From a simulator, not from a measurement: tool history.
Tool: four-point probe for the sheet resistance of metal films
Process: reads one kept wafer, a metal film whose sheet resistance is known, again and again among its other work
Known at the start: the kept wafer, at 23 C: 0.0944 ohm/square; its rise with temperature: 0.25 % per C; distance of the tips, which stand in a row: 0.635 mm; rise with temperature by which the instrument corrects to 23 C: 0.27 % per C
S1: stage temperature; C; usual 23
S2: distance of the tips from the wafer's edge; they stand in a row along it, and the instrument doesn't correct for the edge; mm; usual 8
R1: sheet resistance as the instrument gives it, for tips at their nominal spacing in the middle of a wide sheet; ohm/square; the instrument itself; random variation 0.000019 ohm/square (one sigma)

run,day,S1,S2,R1
1,0.000,23,8,0.093804
2,0.896,23,8,0.093811
# day 1.321: new probe head fitted
3,1.838,23,8,0.094502
4,3.179,31,8,0.094301
5,4.142,31,8,0.094274
6,4.958,23,8,0.094476
7,5.846,23,8,0.094427
8,7.092,23,8,0.094434
9,7.975,23,8,0.094437
10,8.875,23,32,0.094111
11,9.696,23,32,0.094133
12,10.475,23,32,0.094110
13,11.958,23,32,0.094080
14,13.525,22,61,0.094072
15,14.325,32,4,0.095131
16,15.138,32,4,0.095133
17,16.100,19,8,0.094470
18,17.346,19,8,0.094400

Run 19 comes next. What will it give?
19,18.646,32,5,?

Run 19 gave R1 0.094676 ohm/square.
Without the tool's hidden state the same run would have given R1 0.095056 ohm/square.

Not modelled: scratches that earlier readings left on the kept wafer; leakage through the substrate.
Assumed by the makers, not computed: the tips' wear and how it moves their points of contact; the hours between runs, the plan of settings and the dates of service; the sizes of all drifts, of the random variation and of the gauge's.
